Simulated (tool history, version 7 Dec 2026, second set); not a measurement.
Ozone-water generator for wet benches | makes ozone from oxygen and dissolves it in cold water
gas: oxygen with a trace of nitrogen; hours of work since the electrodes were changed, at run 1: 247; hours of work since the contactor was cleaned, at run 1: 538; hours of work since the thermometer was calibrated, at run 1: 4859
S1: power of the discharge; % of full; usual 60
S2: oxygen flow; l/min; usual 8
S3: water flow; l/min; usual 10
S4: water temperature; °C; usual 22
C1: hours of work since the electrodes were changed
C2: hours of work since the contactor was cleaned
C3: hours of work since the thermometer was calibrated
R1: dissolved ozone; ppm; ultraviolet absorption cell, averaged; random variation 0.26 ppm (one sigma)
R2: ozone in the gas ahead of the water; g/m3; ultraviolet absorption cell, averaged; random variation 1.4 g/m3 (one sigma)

run,hour,S1,S2,S3,S4,C1,C2,C3,R1,R2
1,0,60,8,10,22,247,538,4859,39.3,249.7
2,46.6,60,8,10,22,287,579,4899,39.5,249.2
3,99.8,49,8,10,22,334,625,4946,34.2,221.1
4,128.7,49,8,10,22,359,650,4971,34.4,219.9
5,171.1,49,8,10,22,396,688,5008,34,217.2
6,222.5,60,8,10,22,441,732,5053,39.3,252.1
7,247.9,60,8,9,22,463,755,5075,40.9,248.5
8,292,60,8,9,22,502,793,5114,40.5,250.8
9,335.1,60,8,9,22,539,831,5151,41,250.3
10,360,60,8,12,22,561,852,5173,36.3,251.3
11,391.6,60,8,10,15,589,880,5201,45.6,247.8
12,443.4,60,6.42,10,15,634,925,5246,46.5,271.5
13,477.3,41,6.42,13,15,663,955,5275,31.2,208.4
14,511.7,60,6.42,7,15,693,985,5305,54.5,268.5
15,544.5,60,5.33,7,15,722,1013,5334,54.9,286
16,573.1,60,5.33,7,15,747,1038,5359,55.3,287.3
17,615.1,60,6.68,8,22,784,1075,5396,43.7,262.1
18,661,60,6.68,8,22,824,1115,5436,44,263.6

Forecast each of these 4 alternatives for the next run:
A,707.2,60,8,6,22,864,1155,5476,?,?
B,707.2,60,6.68,12,22,864,1155,5476,?,?
C,707.2,60,5.5,10,29,864,1155,5476,?,?
D,707.2,42,5.43,6,22,864,1155,5476,?,?

run,R1,R2
A,47.2,247.2
B,36.5,261.7
C,34.1,282.6
D,39.2,221.2
Without the tool's hidden state the same runs would have given:
run,R1,R2
A,47.2,251
B,36.5,265.7
C,34.1,287
D,39.2,224.6

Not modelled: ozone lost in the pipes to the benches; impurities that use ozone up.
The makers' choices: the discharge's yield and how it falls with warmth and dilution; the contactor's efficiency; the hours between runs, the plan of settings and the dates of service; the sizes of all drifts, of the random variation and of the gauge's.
